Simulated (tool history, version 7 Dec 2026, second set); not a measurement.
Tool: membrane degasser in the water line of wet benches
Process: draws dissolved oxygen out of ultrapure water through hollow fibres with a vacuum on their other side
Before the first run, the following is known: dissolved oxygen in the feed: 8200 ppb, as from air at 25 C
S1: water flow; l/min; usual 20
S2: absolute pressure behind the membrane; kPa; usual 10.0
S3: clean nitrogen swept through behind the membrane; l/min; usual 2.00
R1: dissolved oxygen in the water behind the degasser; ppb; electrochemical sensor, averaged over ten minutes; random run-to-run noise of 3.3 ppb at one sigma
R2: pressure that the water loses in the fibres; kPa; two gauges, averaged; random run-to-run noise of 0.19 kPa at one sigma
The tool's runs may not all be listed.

| run | hour | S1 | S2 | S3 | R1 | R2 |
|---|---|---|---|---|---|---|
| 1 | 0.0 | 20 | 10.0 | 2.00 | 340.2 | 41.25 |
| 2 | 60.1 | 20 | 10.0 | 0.89 | 507.3 | 41.33 |
| 3 | 90.3 | 20 | 10.0 | 2.58 | 306.7 | 41.36 |
| 4 | 116.7 | 20 | 10.0 | 2.58 | 310.2 | 41.46 |
|  | 141.9 | vacuum gauge calibrated |
| 5 | 175.1 | 20 | 10.0 | 2.58 | 301.2 | 41.54 |
| 6 | 206.0 | 20 | 10.0 | 2.58 | 306.8 | 41.27 |
| 7 | 252.8 | 20 | 10.0 | 2.00 | 335.0 | 41.17 |
| 8 | 294.2 | 20 | 10.0 | 2.00 | 331.5 | 41.46 |
| 9 | 334.7 | 20 | 10.0 | 2.00 | 331.1 | 41.54 |
| 10 | 359.4 | 20 | 10.0 | 2.00 | 335.2 | 41.75 |
| 11 | 402.2 | 20 | 10.0 | 2.00 | 332.7 | 41.62 |
| 12 | 460.5 | 20 | 10.0 | 2.00 | 332.1 | 41.72 |
| 13 | 510.8 | 15 | 10.0 | 2.00 | 242.2 | 31.20 |
| 14 | 570.1 | 15 | 10.0 | 2.00 | 247.0 | 31.23 |
| 15 | 612.9 | 20 | 10.0 | 2.00 | 340.2 | 41.91 |
| 16 | 659.9 | 25 | 10.0 | 2.00 | 419.7 | 52.10 |
| 17 | 689.4 | 25 | 10.0 | 2.00 | 420.3 | 52.32 |
| 18 | 724.2 | 18 | 16.0 | 2.29 | 389.1 | 37.20 |
| 19 | 775.4 | 25 | 18.3 | 1.93 | 652.9 | 52.03 |
| 20 | 818.7 | 22 | 19.5 | 4.84 | 372.3 | 45.78 |
| 21 | 864.4 | 22 | 24.0 | 4.84 | 416.3 | 45.90 |
| 22 | 912.0 | 20 | 11.1 | 1.36 | 444.3 | 41.49 |
| 23 | 958.5 | 20 | 7.0 | 2.36 | 263.6 | 42.13 |

Run 24, settings as shown, results not yet in. Your forecast:
| 24 | 1009.1 | 31 | 24.2 | 2.44 | ? | ? |

R1: 854.2 ppb
R2: 64.84 kPa
With the hidden condition absent and the run-to-run variation left alone, this run would have shown R1 832.8 ppb, R2 63.51 kPa.
